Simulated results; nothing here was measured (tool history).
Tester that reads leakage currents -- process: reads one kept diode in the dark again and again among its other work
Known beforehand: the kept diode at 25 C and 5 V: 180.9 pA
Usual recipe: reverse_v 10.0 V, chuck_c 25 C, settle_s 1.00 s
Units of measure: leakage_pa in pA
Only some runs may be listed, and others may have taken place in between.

run,hour,reverse_v,chuck_c,settle_s,leakage_pa
1,0.0,10.0,25,1.00,233.30
2,18.7,10.0,25,1.02,233.71
3,48.4,14.7,25,1.02,269.18
4,65.2,14.7,25,1.02,267.47
5,88.1,10.0,25,1.00,232.02
6,101.1,10.0,25,1.00,230.81
7,122.6,6.2,25,1.00,192.86
8,150.7,6.2,25,1.00,193.46
9,169.3,6.2,25,1.00,194.27
10,186.6,6.2,25,1.00,193.90
11,203.3,6.2,25,1.00,193.79
12,227.6,6.2,25,1.00,192.64
13,243.6,6.2,25,1.00,192.75
14,273.8,6.2,25,1.00,191.96
15,289.5,3.4,21,5.10,106.93
16,304.7,3.4,21,5.10,107.39
17,333.2,2.8,24,7.82,130.32
18,356.1,2.8,24,7.82,129.30
19,374.1,2.8,24,7.82,129.74
20,400.2,2.8,24,7.82,129.39
21,416.0,5.0,36,1.87,446.79
22,432.0,1.8,33,3.30,238.91
23,455.4,4.6,37,0.34,471.31

What if the next run were any one of these 5? Each begins from the tool's condition after run 23:
A,476.3,1.6,58,0.99,?
B,476.3,4.6,24,0.34,?
C,476.3,1.2,48,1.07,?
D,476.3,2.8,25,1.36,?
E,476.3,1.7,48,5.22,?

run,leakage_pa
A,1580.48
B,156.92
C,678.11
D,141.28
E,774.44
Stripped of hidden state, with their random variation kept, the same runs would have yielded:
run,leakage_pa
A,1628.77
B,162.69
C,700.56
D,146.66
E,800.06
